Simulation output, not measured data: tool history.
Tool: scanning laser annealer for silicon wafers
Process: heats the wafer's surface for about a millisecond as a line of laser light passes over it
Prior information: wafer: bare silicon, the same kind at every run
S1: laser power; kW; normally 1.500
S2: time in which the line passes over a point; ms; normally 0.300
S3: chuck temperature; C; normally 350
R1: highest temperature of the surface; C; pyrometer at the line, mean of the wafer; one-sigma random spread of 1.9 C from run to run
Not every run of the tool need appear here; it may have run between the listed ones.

Run 1, day 0.000: usual settings. Result: R1 1110 C.
Run 2, day 2.196: usual settings. Result: R1 1111 C.
Run 3, day 4.558: usual settings. Result: R1 1105 C.
Run 4, day 6.096: usual settings. Result: R1 1103 C.
Run 5, day 7.275: usual settings. Result: R1 1107 C.
Run 6, day 9.838: usual settings. Result: R1 1105 C.
Run 7, day 12.012: usual settings but S1 1.496 kW. Result: R1 1100 C.
Run 8, day 13.550: usual settings but S3 315 C. Result: R1 1068 C.
Run 9, day 15.312: usual settings but S1 1.620 kW. Result: R1 1181 C.
Run 10, day 16.979: usual settings but S1 1.620 kW, S2 0.331 ms. Result: R1 1227 C.
Run 11, day 18.821: usual settings but S1 1.620 kW, S2 0.331 ms. Result: R1 1237 C.
Run 12, day 20.158: usual settings but S1 1.620 kW, S2 0.331 ms. Result: R1 1241 C.
Run 13, day 21.458: usual settings but S1 1.620 kW, S2 0.222 ms. Result: R1 1077 C.
Run 14, day 23.204: usual settings but S1 1.620 kW, S2 0.222 ms. Result: R1 1080 C.
Run 15, day 25.500: usual settings but S1 1.620 kW, S2 0.222 ms. Result: R1 1078 C.
Run 16, day 28.271: usual settings. Result: R1 1143 C.
Run 17, day 29.888: usual settings. Result: R1 1138 C.
Run 18, day 32.479: usual settings but S3 368 C. Result: R1 1154 C.
Run 19, day 33.788: usual settings but S3 330 C. Result: R1 1119 C.
Run 20, day 35.271: usual settings but S2 0.233 ms. Result: R1 1048 C.
Run 21, day 36.496: usual settings but S2 0.221 ms, S3 335 C. Result: R1 1011 C.
Run 22, day 39.017: usual settings but S2 0.221 ms, S3 335 C. Result: R1 1008 C.
Run 23, day 40.446: usual settings but S1 1.622 kW, S2 0.323 ms. Result: R1 1249 C.
Run 24, day 43.125: usual settings but S1 1.622 kW, S2 0.309 ms, S3 345 C. Result: R1 1224 C.
Run 25, day 45.088: usual settings but S2 0.374 ms, S3 378 C. Result: R1 1250 C.
Run 26, day 47.946: usual settings but S1 1.410 kW, S2 0.238 ms. Result: R1 993 C.
Run 27, day 49.296: usual settings but S1 1.410 kW, S2 0.238 ms. Result: R1 990 C.
Run 28, day 51.954: usual settings but S1 1.451 kW, S3 351 C. Result: R1 1096 C.
Run 29, day 53.908: usual settings but S1 1.451 kW, S3 351 C. Result: R1 1094 C.
Run 30, day 55.871: usual settings but S1 1.440 kW, S2 0.256 ms, S3 361 C. Result: R1 1037 C.
Run 31, day 57.238: usual settings but S1 1.456 kW, S3 376 C. Result: R1 1124 C.
Run 32, day 58.400: usual settings but S1 1.466 kW, S2 0.353 ms, S3 388 C. Result: R1 1203 C.
Run 33, day 61.254: usual settings but S1 1.466 kW, S2 0.353 ms, S3 388 C. Result: R1 1199 C.
Run 34, day 62.704: usual settings but S1 1.458 kW, S2 0.249 ms, S3 372 C. Result: R1 1050 C.
Run 35, day 64.075: usual settings but S1 1.551 kW, S2 0.365 ms, S3 320 C. Result: R1 1207 C.
Run 36, day 66.496: usual settings but S1 1.595 kW, S2 0.356 ms, S3 314 C. Result: R1 1225 C.
Run 37, day 68.996: usual settings but S1 1.498 kW, S2 0.346 ms, S3 314 C. Result: R1 1141 C.
Run 38, day 71.196: usual settings but S1 1.498 kW, S2 0.346 ms, S3 314 C. Result: R1 1138 C.
Run 39, day 72.812: usual settings but S1 1.399 kW, S2 0.295 ms, S3 378 C. Result: R1 1074 C.
Run 40, day 74.562: usual settings but S1 1.399 kW, S2 0.295 ms, S3 378 C. Result: R1 1074 C.

Taken out of this log: 4 entries between the listed runs. Where each belongs, and how the hidden state differs across it:
Between runs 10 and 11: window over the wafer cleaned (day 18.754)
  light that passes the window, % of a clean one's: 98.01 -> 99.7; laser's true power over the reading, %: 0.13 -> 0.12; width of the line over the set one, %: 4.17 -> 4.21
  measured minus no-state result, R1: -51 -> -32 C
Between runs 15 and 16: optics aligned, line set to its width (day 27.308)
  light that passes the window, % of a clean one's: 99.51 -> 99.43; laser's true power over the reading, %: 0.11 -> 0.1; width of the line over the set one, %: 4.41 -> 0.05
  measured minus no-state result, R1: -29 -> -5 C
Between runs 24 and 25: laser's power meter calibrated (day 43.462)
  light that passes the window, % of a clean one's: 99 -> 98.95; laser's true power over the reading, %: 0.07 -> 0.11; width of the line over the set one, %: 0.47 -> 0.52
  measured minus no-state result, R1: -14 -> -15 C
Between runs 27 and 28: laser's power meter calibrated, once more (day 51.608)
  light that passes the window, % of a clean one's: 98.82 -> 98.74; laser's true power over the reading, %: 0.1 -> 0; width of the line over the set one, %: 0.64 -> 0.71
  measured minus no-state result, R1: -12 -> -16 C
